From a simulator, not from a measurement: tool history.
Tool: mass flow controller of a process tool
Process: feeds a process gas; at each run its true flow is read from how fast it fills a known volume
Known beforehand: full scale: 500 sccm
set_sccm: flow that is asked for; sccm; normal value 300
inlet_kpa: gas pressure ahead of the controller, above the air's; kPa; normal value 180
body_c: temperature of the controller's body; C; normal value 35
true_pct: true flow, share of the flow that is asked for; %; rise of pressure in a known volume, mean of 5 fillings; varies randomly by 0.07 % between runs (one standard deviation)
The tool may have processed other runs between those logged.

run,hour,set_sccm,inlet_kpa,body_c,true_pct
1,0,300,180,35,97.87
2,109.2,57,180,35,95.61
3,219.3,57,180,35,95.43
4,323.4,57,180,35,95.45
5,425.7,171,180,35,96.81
6,510.1,171,180,35,96.73
7,623.8,171,156,35,96.95
8,674.9,171,156,35,97.03
9,728.6,473,221,30,99.59
10,797.3,258,149,33,97.97
11,901.7,55,219,36,95.06

Had the tool no unlogged condition, and each run kept its random variation, what would the results have been?
Hidden state at play: flow at rest that the sensor doesn't see, % of full scale; true flow over the shown one, %; drift of the gauge itself on true_pct, %.
run,true_pct
1,97.73
2,96.07
3,95.92
4,95.98
5,96.77
6,96.69
7,96.91
8,97
9,99.34
10,97.82
11,95.83

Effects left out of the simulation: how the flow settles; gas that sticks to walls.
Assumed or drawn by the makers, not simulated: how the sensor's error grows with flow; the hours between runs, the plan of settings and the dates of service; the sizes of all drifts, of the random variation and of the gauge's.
